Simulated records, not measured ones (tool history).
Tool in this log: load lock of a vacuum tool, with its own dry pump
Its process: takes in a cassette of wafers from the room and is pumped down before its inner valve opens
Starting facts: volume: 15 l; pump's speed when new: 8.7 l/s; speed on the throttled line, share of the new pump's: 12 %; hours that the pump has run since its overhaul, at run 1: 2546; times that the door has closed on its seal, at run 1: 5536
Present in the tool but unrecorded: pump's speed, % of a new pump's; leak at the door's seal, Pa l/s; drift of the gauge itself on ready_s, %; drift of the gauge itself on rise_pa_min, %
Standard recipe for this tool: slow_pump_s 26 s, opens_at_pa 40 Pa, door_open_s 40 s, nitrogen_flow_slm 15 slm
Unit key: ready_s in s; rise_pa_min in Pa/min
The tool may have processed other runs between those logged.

| run | hour | slow_pump_s | opens_at_pa | door_open_s | nitrogen_flow_slm | hours that the pump has run since its overhaul | times that the door has closed on its seal | incoming humidity of the room's air, % | ready_s | rise_pa_min |
|---|---|---|---|---|---|---|---|---|---|---|
| 1 | 0.0 | 26 | 40 | 40 | 15 | 2546 | 5536 | 46.4 | 36.50 | 0.061 |
| 2 | 78.8 | 26 | 40 | 40 | 15 | 2625 | 5644 | 42.1 | 36.55 | 0.067 |
| 3 | 135.1 | 26 | 40 | 40 | 15 | 2681 | 5722 | 45.1 | 36.60 | 0.064 |
| 4 | 205.6 | 26 | 40 | 40 | 15 | 2752 | 5819 | 49.7 | 36.51 | 0.068 |
| 5 | 274.3 | 51 | 40 | 40 | 15 | 2821 | 5913 | 45.7 | 58.19 | 0.066 |
| 6 | 344.0 | 51 | 40 | 40 | 15 | 2890 | 6008 | 46.6 | 58.22 | 0.068 |
| 7 | 433.0 | 51 | 74 | 40 | 15 | 2979 | 6131 | 45.9 | 57.18 | 0.069 |
| 8 | 520.9 | 35 | 52 | 199 | 8 | 3067 | 6251 | 45.8 | 43.74 | 0.107 |
| 9 | 571.5 | 35 | 52 | 199 | 8 | 3118 | 6321 | 43.8 | 43.99 | 0.104 |
| 10 | 655.9 | 26 | 65 | 210 | 35 | 3202 | 6437 | 46.6 | 35.76 | 0.085 |
| 11 | 721.5 | 17 | 41 | 37 | 4 | 3268 | 6527 | 43.7 | 28.55 | 0.081 |

Forecast each of these 5 alternatives for the next run:
| A | 794.3 | 21 | 43 | 37 | 4 | 3341 | 6626 | 47.6 | ? | ? |
| B | 794.3 | 26 | 40 | 40 | 4 | 3341 | 6626 | 43.0 | ? | ? |
| C | 794.3 | 17 | 41 | 53 | 6 | 3341 | 6626 | 45.3 | ? | ? |
| D | 794.3 | 26 | 54 | 60 | 7 | 3341 | 6626 | 46.3 | ? | ? |
| E | 794.3 | 17 | 40 | 40 | 15 | 3341 | 6626 | 45.1 | ? | ? |

| run | ready_s | rise_pa_min |
|---|---|---|
| A | 32.05 | 0.076 |
| B | 36.56 | 0.076 |
| C | 28.62 | 0.084 |
| D | 36.08 | 0.086 |
| E | 28.64 | 0.072 |
With the hidden condition removed and each run's random variation left untouched, the same runs would have given:
| run | ready_s | rise_pa_min |
|---|---|---|
| A | 31.82 | 0.045 |
| B | 36.34 | 0.044 |
| C | 28.39 | 0.053 |
| D | 35.87 | 0.055 |
| E | 28.40 | 0.041 |
